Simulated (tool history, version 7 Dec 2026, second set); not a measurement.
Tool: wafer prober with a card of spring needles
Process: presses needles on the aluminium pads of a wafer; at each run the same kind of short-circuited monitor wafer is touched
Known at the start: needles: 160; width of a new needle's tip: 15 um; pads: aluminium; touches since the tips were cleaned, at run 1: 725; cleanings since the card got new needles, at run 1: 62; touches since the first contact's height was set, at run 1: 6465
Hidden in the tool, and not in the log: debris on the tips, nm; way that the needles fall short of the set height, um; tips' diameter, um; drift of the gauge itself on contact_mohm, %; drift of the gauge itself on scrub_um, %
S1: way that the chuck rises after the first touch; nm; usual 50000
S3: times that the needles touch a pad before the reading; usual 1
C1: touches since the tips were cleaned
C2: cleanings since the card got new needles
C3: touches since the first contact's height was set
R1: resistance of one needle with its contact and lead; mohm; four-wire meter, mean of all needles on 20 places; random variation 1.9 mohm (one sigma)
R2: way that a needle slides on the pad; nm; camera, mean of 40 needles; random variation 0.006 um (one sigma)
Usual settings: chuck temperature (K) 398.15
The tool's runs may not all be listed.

run 1 hour=0 | S1=50000 chuck_temperature_(K)=398.15 S3=1 | C1=725 C2=62 C3=6465 | R1=221 R2=10416
-- hour=21.5 tips cleaned on abrasive film
-- hour=43.4 tips cleaned on abrasive film
run 2 hour=55.4 | S1=50000 chuck_temperature_(K)=398.15 S3=1 | C1=4196 C2=64 C3=25801 | R1=243 R2=10415
-- hour=65.8 tips cleaned on abrasive film
-- hour=90.5 tips cleaned on abrasive film
-- hour=115.2 tips cleaned on abrasive film
run 3 hour=116.9 | S1=50000 chuck_temperature_(K)=398.15 S3=1 | C1=569 C2=67 C3=47238 | R1=217 R2=10361
-- hour=140.3 tips cleaned on abrasive film
-- hour=166.4 tips cleaned on abrasive film
run 4 hour=166.6 | S1=50000 chuck_temperature_(K)=398.15 S3=1 | C1=64 C2=69 C3=64600 | R1=218 R2=10337
-- hour=172.4 height of the first contact set anew
-- hour=177.3 tips cleaned on abrasive film, once more
-- hour=203.5 tips cleaned on abrasive film
-- hour=229.2 tips cleaned on abrasive film
run 5 hour=235.5 | S1=50000 chuck_temperature_(K)=398.15 S3=1 | C1=2192 C2=72 C3=21994 | R1=236 R2=10384
-- hour=254.9 tips cleaned on abrasive film
-- hour=282.1 tips cleaned on abrasive film
-- hour=308.2 tips cleaned on abrasive film
run 6 hour=328.3 | S1=34000 chuck_temperature_(K)=398.15 S3=1 | C1=7025 C2=75 C3=54402 | R1=299 R2=7014
-- hour=333.8 tips cleaned on abrasive film
-- hour=359.9 tips cleaned on abrasive film
-- hour=365.6 height of the first contact set anew
-- hour=386.5 tips cleaned on abrasive film
run 7 hour=404.2 | S1=34000 chuck_temperature_(K)=398.15 S3=1 | C1=6214 C2=78 C3=13471 | R1=297 R2=7077
-- hour=409.8 tips cleaned on abrasive film
-- hour=435.6 tips cleaned on abrasive film
-- hour=461.1 tips cleaned on abrasive film
run 8 hour=473.5 | S1=34000 chuck_temperature_(K)=398.15 S3=1 | C1=4352 C2=81 C3=37647 | R1=299 R2=7050
-- hour=484 tips cleaned on abrasive film
-- hour=508 tips cleaned on abrasive film
-- hour=534.1 tips cleaned on abrasive film
run 9 hour=546.2 | S1=34000 chuck_temperature_(K)=398.15 S3=1 | C1=4221 C2=84 C3=63010 | R1=284 R2=7016
-- hour=556.6 tips cleaned on abrasive film
-- hour=556.9 height of the first contact set anew
-- hour=583.1 tips cleaned on abrasive film
-- hour=609.4 tips cleaned on abrasive film
-- hour=634.9 tips cleaned on abrasive film
run 10 hour=637.7 | S1=34000 chuck_temperature_(K)=398.15 S3=1 | C1=974 C2=88 C3=28186 | R1=243 R2=7059
-- hour=659 tips cleaned on abrasive film
-- hour=681 tips cleaned on abrasive film
-- hour=708.1 tips cleaned on abrasive film
run 11 hour=716 | S1=34000 chuck_temperature_(K)=338.15 S3=1 | C1=2788 C2=91 C3=55544 | R1=269 R2=7019
-- hour=732.1 tips cleaned on abrasive film
-- hour=748.8 height of the first contact set anew
-- hour=759.8 tips cleaned on abrasive film
-- hour=785.3 tips cleaned on abrasive film
run 12 hour=801 | S1=34000 chuck_temperature_(K)=338.15 S3=1 | C1=5469 C2=94 C3=18222 | R1=286 R2=7064
-- hour=812 tips cleaned on abrasive film
-- hour=838.2 tips cleaned on abrasive film
-- hour=864.1 tips cleaned on abrasive film
run 13 hour=874.7 | S1=34000 chuck_temperature_(K)=338.15 S3=1 | C1=3738 C2=97 C3=43971 | R1=269 R2=7040
-- hour=891.2 tips cleaned on abrasive film
-- hour=917.4 tips cleaned on abrasive film
run 14 hour=932.6 | S1=33000 chuck_temperature_(K)=398.15 S3=1 | C1=5320 C2=99 C3=64177 | R1=301 R2=6792
-- hour=938.4 height of the first contact set anew
-- hour=943.9 tips cleaned on abrasive film
-- hour=970.5 tips cleaned on abrasive film
-- hour=993 tips cleaned on abrasive film
run 15 hour=993 | S1=66000 chuck_temperature_(K)=398.15 S3=2 | C1=0 C2=102 C3=19036 | R1=207 R2=13732
-- hour=1019.6 tips cleaned on abrasive film
-- hour=1044.6 tips cleaned on abrasive film
run 16 hour=1057.8 | S1=66000 chuck_temperature_(K)=398.15 S3=2 | C1=4636 C2=104 C3=41680 | R1=220 R2=13696
-- hour=1067.3 tips cleaned on abrasive film
-- hour=1089.3 tips cleaned on abrasive film
-- hour=1116.7 tips cleaned on abrasive film
-- hour=1131.9 height of the first contact set anew
run 17 hour=1134.4 | S1=31000 chuck_temperature_(K)=376.15 S3=2 | C1=6091 C2=107 C3=867 | R1=282 R2=6463
-- hour=1139.9 tips cleaned on abrasive film
-- hour=1166.2 tips cleaned on abrasive film
-- hour=1191.2 tips cleaned on abrasive film
-- hour=1217.1 tips cleaned on abrasive film
run 18 hour=1217.1 | S1=65000 chuck_temperature_(K)=353.15 S3=1 | C1=0 C2=111 C3=29721 | R1=198 R2=13493
-- hour=1244 tips cleaned on abrasive film
run 19 hour=1255.3 | S1=65000 chuck_temperature_(K)=353.15 S3=1 | C1=3973 C2=112 C3=43061 | R1=221 R2=13491
-- hour=1266.3 tips cleaned on abrasive film
-- hour=1293 tips cleaned on abrasive film
-- hour=1320.4 tips cleaned on abrasive film
-- hour=1326.2 height of the first contact set anew
-- hour=1344.5 tips cleaned on abrasive film
run 20 hour=1344.5 | S1=65000 chuck_temperature_(K)=353.15 S3=1 | C1=0 C2=116 C3=6361 | R1=198 R2=13544
-- hour=1370.9 tips cleaned on abrasive film
-- hour=1395.7 tips cleaned on abrasive film
run 21 hour=1405.7 | S1=65000 chuck_temperature_(K)=353.15 S3=1 | C1=3498 C2=118 C3=27742 | R1=220 R2=13502
-- hour=1420.3 tips cleaned on abrasive film
-- hour=1446.2 tips cleaned on abrasive film
-- hour=1471.5 tips cleaned on abrasive film
run 22 hour=1486.5 | S1=52000 chuck_temperature_(K)=353.15 S3=1 | C1=5237 C2=121 C3=55937 | R1=239 R2=10776
-- hour=1497.8 tips cleaned on abrasive film
-- hour=1518 height of the first contact set anew
-- hour=1523.6 tips cleaned on abrasive film
-- hour=1550.1 tips cleaned on abrasive film
-- hour=1574 tips cleaned on abrasive film
run 23 hour=1574 | S1=52000 chuck_temperature_(K)=353.15 S3=1 | C1=0 C2=125 C3=19507 | R1=201 R2=10814
-- hour=1600.4 tips cleaned on abrasive film
run 24 hour=1615.1 | S1=52000 chuck_temperature_(K)=353.15 S3=1 | C1=5141 C2=126 C3=33867 | R1=237 R2=10799
-- hour=1624.9 tips cleaned on abrasive film
-- hour=1651.1 tips cleaned on abrasive film
-- hour=1677.8 tips cleaned on abrasive film
-- hour=1703.7 tips cleaned on abrasive film
run 25 hour=1707 | S1=50000 chuck_temperature_(K)=359.15 S3=2 | C1=1161 C2=130 C3=65931 | R1=212 R2=10339
-- hour=1711.8 height of the first contact set anew
-- hour=1727.9 tips cleaned on abrasive film
-- hour=1753.7 tips cleaned on abrasive film
run 26 hour=1771.3 | S1=50000 chuck_temperature_(K)=359.15 S3=2 | C1=6156 C2=132 C3=20771 | R1=227 R2=10406
-- hour=1776.8 tips cleaned on abrasive film
-- hour=1803.6 tips cleaned on abrasive film
run 27 hour=1815.9 | S1=33000 chuck_temperature_(K)=393.15 S3=1 | C1=4316 C2=134 C3=36338 | R1=296 R2=6842

How the hidden state differs across the entries between the runs, from the last listed run before each to the first after it:
Between runs 1 and 2: tips cleaned on abrasive film (hour 21.5); tips cleaned on abrasive film (hour 43.4)
  debris on the tips, nm: 26.1 -> 75; way that the needles fall short of the set height, um: 0.06 -> 0.12; tips' diameter, um: 16.17 -> 16.94
  measured less the result without the state, R1: +12 -> +36 mohm; R2: -14 -> -25 nm
Between runs 2 and 3: tips cleaned on abrasive film (hour 65.8); tips cleaned on abrasive film (hour 90.5); tips cleaned on abrasive film (hour 115.2)
  debris on the tips, nm: 75 -> 18.7; way that the needles fall short of the set height, um: 0.12 -> 0.32; tips' diameter, um: 16.94 -> 17.01
  measured less the result without the state, R1: +36 -> +11 mohm; R2: -25 -> -67 nm
Between runs 3 and 4: tips cleaned on abrasive film (hour 140.3); tips cleaned on abrasive film (hour 166.4)
  debris on the tips, nm: 18.7 -> 11.4; way that the needles fall short of the set height, um: 0.32 -> 0.43; tips' diameter, um: 17.01 -> 17.05
  measured less the result without the state, R1: +11 -> +8 mohm; R2: -67 -> -90 nm
Between runs 4 and 5: height of the first contact set anew (hour 172.4); tips cleaned on abrasive film, once more (hour 177.3); tips cleaned on abrasive film (hour 203.5); tips cleaned on abrasive film (hour 229.2)
  debris on the tips, nm: 11.4 -> 48.5; way that the needles fall short of the set height, um: 0.43 -> 0.18; tips' diameter, um: 17.05 -> 17.12
  measured less the result without the state, R1: +8 -> +25 mohm; R2: -90 -> -38 nm
Between runs 5 and 6: tips cleaned on abrasive film (hour 254.9); tips cleaned on abrasive film (hour 282.1); tips cleaned on abrasive film (hour 308.2)
  debris on the tips, nm: 48.5 -> 86.3; way that the needles fall short of the set height, um: 0.18 -> 0.34; tips' diameter, um: 17.12 -> 17.17
  measured less the result without the state, R1: +25 -> +86 mohm; R2: -38 -> -70 nm
Between runs 6 and 7: tips cleaned on abrasive film (hour 333.8); tips cleaned on abrasive film (hour 359.9); height of the first contact set anew (hour 365.6); tips cleaned on abrasive film (hour 386.5)
  debris on the tips, nm: 86.3 -> 82.7; way that the needles fall short of the set height, um: 0.34 -> 0.05; tips' diameter, um: 17.17 -> 17.23
  measured less the result without the state, R1: +86 -> +82 mohm; R2: -70 -> -11 nm
Between runs 7 and 8: tips cleaned on abrasive film (hour 409.8); tips cleaned on abrasive film (hour 435.6); tips cleaned on abrasive film (hour 461.1)
  debris on the tips, nm: 82.7 -> 75.5; way that the needles fall short of the set height, um: 0.05 -> 0.19; tips' diameter, um: 17.23 -> 17.28
  measured less the result without the state, R1: +82 -> +78 mohm; R2: -11 -> -40 nm
Between runs 8 and 9: tips cleaned on abrasive film (hour 484); tips cleaned on abrasive film (hour 508); tips cleaned on abrasive film (hour 534.1)
  debris on the tips, nm: 75.5 -> 68; way that the needles fall short of the set height, um: 0.19 -> 0.34; tips' diameter, um: 17.28 -> 17.33
  measured less the result without the state, R1: +78 -> +70 mohm; R2: -40 -> -72 nm
Between runs 9 and 10: tips cleaned on abrasive film (hour 556.6); height of the first contact set anew (hour 556.9); tips cleaned on abrasive film (hour 583.1); tips cleaned on abrasive film (hour 609.4); tips cleaned on abrasive film (hour 634.9)
  debris on the tips, nm: 68 -> 25.3; way that the needles fall short of the set height, um: 0.34 -> 0.15; tips' diameter, um: 17.33 -> 17.4
  measured less the result without the state, R1: +70 -> +28 mohm; R2: -72 -> -31 nm
Between runs 10 and 11: tips cleaned on abrasive film (hour 659); tips cleaned on abrasive film (hour 681); tips cleaned on abrasive film (hour 708.1)
  debris on the tips, nm: 25.3 -> 58.4; way that the needles fall short of the set height, um: 0.15 -> 0.31; tips' diameter, um: 17.4 -> 17.46
  measured less the result without the state, R1: +28 -> +67 mohm; R2: -31 -> -65 nm
Between runs 11 and 12: tips cleaned on abrasive film (hour 732.1); height of the first contact set anew (hour 748.8); tips cleaned on abrasive film (hour 759.8); tips cleaned on abrasive film (hour 785.3)
  debris on the tips, nm: 58.4 -> 76.3; way that the needles fall short of the set height, um: 0.31 -> 0.12; tips' diameter, um: 17.46 -> 17.52
  measured less the result without the state, R1: +67 -> +85 mohm; R2: -65 -> -24 nm
Between runs 12 and 13: tips cleaned on abrasive film (hour 812); tips cleaned on abrasive film (hour 838.2); tips cleaned on abrasive film (hour 864.1)
  debris on the tips, nm: 76.3 -> 62.8; way that the needles fall short of the set height, um: 0.12 -> 0.3; tips' diameter, um: 17.52 -> 17.58
  measured less the result without the state, R1: +85 -> +72 mohm; R2: -24 -> -61 nm
Between runs 13 and 14: tips cleaned on abrasive film (hour 891.2); tips cleaned on abrasive film (hour 917.4)
  debris on the tips, nm: 62.8 -> 75.9; way that the needles fall short of the set height, um: 0.3 -> 0.41; tips' diameter, um: 17.58 -> 17.63
  measured less the result without the state, R1: +72 -> +85 mohm; R2: -61 -> -86 nm
Between runs 14 and 15: height of the first contact set anew (hour 938.4); tips cleaned on abrasive film (hour 943.9); tips cleaned on abrasive film (hour 970.5); tips cleaned on abrasive film (hour 993)
  debris on the tips, nm: 75.9 -> 6; way that the needles fall short of the set height, um: 0.41 -> 0.17; tips' diameter, um: 17.63 -> 17.69
  measured less the result without the state, R1: +85 -> +3 mohm; R2: -86 -> -36 nm
Between runs 15 and 16: tips cleaned on abrasive film (hour 1019.6); tips cleaned on abrasive film (hour 1044.6)
  debris on the tips, nm: 6 -> 72.9; way that the needles fall short of the set height, um: 0.17 -> 0.28; tips' diameter, um: 17.69 -> 17.72
  measured less the result without the state, R1: +3 -> +15 mohm; R2: -36 -> -59 nm
Between runs 16 and 17: tips cleaned on abrasive film (hour 1067.3); tips cleaned on abrasive film (hour 1089.3); tips cleaned on abrasive film (hour 1116.7); height of the first contact set anew (hour 1131.9)
  debris on the tips, nm: 72.9 -> 85; way that the needles fall short of the set height, um: 0.28 -> 0; tips' diameter, um: 17.72 -> 17.78
  measured less the result without the state, R1: +15 -> +68 mohm; R2: -59 -> +0 nm
Between runs 17 and 18: tips cleaned on abrasive film (hour 1139.9); tips cleaned on abrasive film (hour 1166.2); tips cleaned on abrasive film (hour 1191.2); tips cleaned on abrasive film (hour 1217.1)
  debris on the tips, nm: 85 -> 10; way that the needles fall short of the set height, um: 0 -> 0.25; tips' diameter, um: 17.78 -> 17.87
  measured less the result without the state, R1: +68 -> +5 mohm; R2: +0 -> -53 nm
Between runs 18 and 19: tips cleaned on abrasive film (hour 1244)
  debris on the tips, nm: 10 -> 68.8; way that the needles fall short of the set height, um: 0.25 -> 0.32; tips' diameter, um: 17.87 -> 17.9
  measured less the result without the state, R1: +5 -> +26 mohm; R2: -53 -> -67 nm
Between runs 19 and 20: tips cleaned on abrasive film (hour 1266.3); tips cleaned on abrasive film (hour 1293); tips cleaned on abrasive film (hour 1320.4); height of the first contact set anew (hour 1326.2); tips cleaned on abrasive film (hour 1344.5)
  debris on the tips, nm: 68.8 -> 9; way that the needles fall short of the set height, um: 0.32 -> 0.06; tips' diameter, um: 17.9 -> 17.98
  measured less the result without the state, R1: +26 -> +5 mohm; R2: -67 -> -13 nm
Between runs 20 and 21: tips cleaned on abrasive film (hour 1370.9); tips cleaned on abrasive film (hour 1395.7)
  debris on the tips, nm: 9 -> 66.3; way that the needles fall short of the set height, um: 0.06 -> 0.2; tips' diameter, um: 17.98 -> 18.03
  measured less the result without the state, R1: +5 -> +25 mohm; R2: -13 -> -41 nm
Between runs 21 and 22: tips cleaned on abrasive film (hour 1420.3); tips cleaned on abrasive film (hour 1446.2); tips cleaned on abrasive film (hour 1471.5)
  debris on the tips, nm: 66.3 -> 75.5; way that the needles fall short of the set height, um: 0.2 -> 0.36; tips' diameter, um: 18.03 -> 18.08
  measured less the result without the state, R1: +25 -> +42 mohm; R2: -41 -> -76 nm
Between runs 22 and 23: tips cleaned on abrasive film (hour 1497.8); height of the first contact set anew (hour 1518); tips cleaned on abrasive film (hour 1523.6); tips cleaned on abrasive film (hour 1550.1); tips cleaned on abrasive film (hour 1574)
  debris on the tips, nm: 75.5 -> 7.7; way that the needles fall short of the set height, um: 0.36 -> 0.16; tips' diameter, um: 18.08 -> 18.16
  measured less the result without the state, R1: +42 -> +6 mohm; R2: -76 -> -34 nm
Between runs 23 and 24: tips cleaned on abrasive film (hour 1600.4)
  debris on the tips, nm: 7.7 -> 75.1; way that the needles fall short of the set height, um: 0.16 -> 0.22; tips' diameter, um: 18.16 -> 18.18
  measured less the result without the state, R1: +6 -> +41 mohm; R2: -34 -> -47 nm
Between runs 24 and 25: tips cleaned on abrasive film (hour 1624.9); tips cleaned on abrasive film (hour 1651.1); tips cleaned on abrasive film (hour 1677.8); tips cleaned on abrasive film (hour 1703.7)
  debris on the tips, nm: 75.1 -> 28.3; way that the needles fall short of the set height, um: 0.22 -> 0.44; tips' diameter, um: 18.18 -> 18.26
  measured less the result without the state, R1: +41 -> +13 mohm; R2: -47 -> -93 nm
Between runs 25 and 26: height of the first contact set anew (hour 1711.8); tips cleaned on abrasive film (hour 1727.9); tips cleaned on abrasive film (hour 1753.7)
  debris on the tips, nm: 28.3 -> 86.4; way that the needles fall short of the set height, um: 0.44 -> 0.1; tips' diameter, um: 18.26 -> 18.29
  measured less the result without the state, R1: +13 -> +31 mohm; R2: -93 -> -21 nm
Between runs 26 and 27: tips cleaned on abrasive film (hour 1776.8); tips cleaned on abrasive film (hour 1803.6)
  debris on the tips, nm: 86.4 -> 65.6; way that the needles fall short of the set height, um: 0.1 -> 0.21; tips' diameter, um: 18.29 -> 18.33
  measured less the result without the state, R1: +31 -> +80 mohm; R2: -21 -> -43 nm

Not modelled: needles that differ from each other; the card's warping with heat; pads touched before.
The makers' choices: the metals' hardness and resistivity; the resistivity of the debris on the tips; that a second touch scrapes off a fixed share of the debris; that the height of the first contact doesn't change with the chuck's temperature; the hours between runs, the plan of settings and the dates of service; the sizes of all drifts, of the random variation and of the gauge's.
